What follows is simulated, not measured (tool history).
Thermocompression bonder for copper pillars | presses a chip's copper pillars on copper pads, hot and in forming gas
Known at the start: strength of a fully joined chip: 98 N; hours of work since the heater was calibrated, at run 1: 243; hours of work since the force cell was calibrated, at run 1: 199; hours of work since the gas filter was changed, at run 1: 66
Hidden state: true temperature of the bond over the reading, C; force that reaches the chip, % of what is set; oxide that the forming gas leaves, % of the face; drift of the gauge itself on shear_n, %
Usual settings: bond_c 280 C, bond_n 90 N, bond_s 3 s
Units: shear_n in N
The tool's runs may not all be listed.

run	hour	bond_c	bond_n	bond_s	hours of work since the heater was calibrated	hours of work since the force cell was calibrated	hours of work since the gas filter was changed	shear_n
1	0.0	280	90	3	243	199	66	64.6
2	56.4	280	63	3	279	235	102	48.6
3	125.2	280	63	3	323	279	146	48.0
# hour 131.8: heater calibrated with a thermocouple chip
4	193.2	280	90	3	39	322	188	61.0
# hour 230.7: forming gas filter changed
5	273.8	280	90	3	91	373	28	66.1
6	315.8	280	90	3	117	400	54	64.9
# hour 398.7: heater calibrated with a thermocouple chip, once more
7	398.8	280	90	3	0	452	106	60.8

Run 8 comes next. What will it give?
8	474.1	272	92	2	48	500	155	?

shear_n: 50.6 N
Without the tool's hidden state the same run would have given shear_n 54.9 N.

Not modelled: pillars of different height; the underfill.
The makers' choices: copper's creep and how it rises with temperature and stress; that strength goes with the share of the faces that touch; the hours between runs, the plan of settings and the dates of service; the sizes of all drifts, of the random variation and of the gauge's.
